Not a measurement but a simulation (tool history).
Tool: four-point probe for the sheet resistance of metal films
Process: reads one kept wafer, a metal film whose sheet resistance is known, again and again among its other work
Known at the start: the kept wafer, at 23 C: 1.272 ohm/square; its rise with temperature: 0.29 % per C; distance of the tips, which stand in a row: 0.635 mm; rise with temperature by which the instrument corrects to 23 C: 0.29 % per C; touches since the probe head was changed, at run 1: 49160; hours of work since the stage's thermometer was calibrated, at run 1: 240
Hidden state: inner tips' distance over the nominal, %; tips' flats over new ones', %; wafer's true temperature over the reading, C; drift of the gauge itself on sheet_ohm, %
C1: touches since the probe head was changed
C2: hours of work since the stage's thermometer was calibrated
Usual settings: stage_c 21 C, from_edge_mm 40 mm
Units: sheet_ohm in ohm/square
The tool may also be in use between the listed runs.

run 1 hour=0.0 | stage_c=21 from_edge_mm=40 | C1=49160 C2=240 | sheet_ohm=1.268494
run 2 hour=85.9 | stage_c=21 from_edge_mm=35 | C1=52025 C2=280 | sheet_ohm=1.268153
run 3 hour=124.5 | stage_c=21 from_edge_mm=35 | C1=53310 C2=298 | sheet_ohm=1.267515
run 4 hour=182.9 | stage_c=25 from_edge_mm=35 | C1=55256 C2=326 | sheet_ohm=1.267786
run 5 hour=228.8 | stage_c=21 from_edge_mm=40 | C1=56786 C2=348 | sheet_ohm=1.267725
run 6 hour=316.5 | stage_c=21 from_edge_mm=3 | C1=59710 C2=389 | sheet_ohm=1.297385
run 7 hour=382.9 | stage_c=21 from_edge_mm=40 | C1=61920 C2=421 | sheet_ohm=1.267073
run 8 hour=431.1 | stage_c=21 from_edge_mm=40 | C1=63528 C2=444 | sheet_ohm=1.266743
run 9 hour=479.7 | stage_c=21 from_edge_mm=40 | C1=65148 C2=467 | sheet_ohm=1.267071
-- hour=519.0 new probe head fitted
run 10 hour=566.4 | stage_c=19 from_edge_mm=40 | C1=1580 C2=507 | sheet_ohm=1.268644
run 11 hour=637.6 | stage_c=21 from_edge_mm=40 | C1=3952 C2=541 | sheet_ohm=1.268017
run 12 hour=696.0 | stage_c=21 from_edge_mm=40 | C1=5900 C2=568 | sheet_ohm=1.268504
run 13 hour=735.5 | stage_c=18 from_edge_mm=8 | C1=7216 C2=587 | sheet_ohm=1.272638
run 14 hour=781.6 | stage_c=25 from_edge_mm=40 | C1=8753 C2=609 | sheet_ohm=1.268397
run 15 hour=840.0 | stage_c=25 from_edge_mm=40 | C1=10699 C2=636 | sheet_ohm=1.268106
run 16 hour=917.3 | stage_c=31 from_edge_mm=9 | C1=13275 C2=673 | sheet_ohm=1.271094
run 17 hour=1002.0 | stage_c=23 from_edge_mm=23 | C1=16098 C2=713 | sheet_ohm=1.267609
run 18 hour=1066.5 | stage_c=23 from_edge_mm=14 | C1=18248 C2=744 | sheet_ohm=1.268259
run 19 hour=1154.4 | stage_c=34 from_edge_mm=8 | C1=21177 C2=785 | sheet_ohm=1.271094
run 20 hour=1222.7 | stage_c=21 from_edge_mm=28 | C1=23454 C2=817 | sheet_ohm=1.266880
run 21 hour=1312.8 | stage_c=21 from_edge_mm=28 | C1=26458 C2=860 | sheet_ohm=1.266621
run 22 hour=1360.6 | stage_c=24 from_edge_mm=31 | C1=28053 C2=883 | sheet_ohm=1.266372

Measured less the same run without the tool's hidden state. The same run-to-run variation is in both; the gauge's scatter may not be:
run=1 sheet_ohm=-0.003716
run=2 sheet_ohm=-0.004021
run=3 sheet_ohm=-0.004147
run=4 sheet_ohm=-0.004328
run=5 sheet_ohm=-0.004478
run=6 sheet_ohm=-0.004886
run=7 sheet_ohm=-0.005019
run=8 sheet_ohm=-0.005182
run=9 sheet_ohm=-0.005359
run=10 sheet_ohm=-0.003330
run=11 sheet_ohm=-0.003592
run=12 sheet_ohm=-0.003807
run=13 sheet_ohm=-0.003949
run=14 sheet_ohm=-0.004107
run=15 sheet_ohm=-0.004302
run=16 sheet_ohm=-0.004577
run=17 sheet_ohm=-0.004860
run=18 sheet_ohm=-0.005097
run=19 sheet_ohm=-0.005432
run=20 sheet_ohm=-0.005657
run=21 sheet_ohm=-0.005969
run=22 sheet_ohm=-0.006131
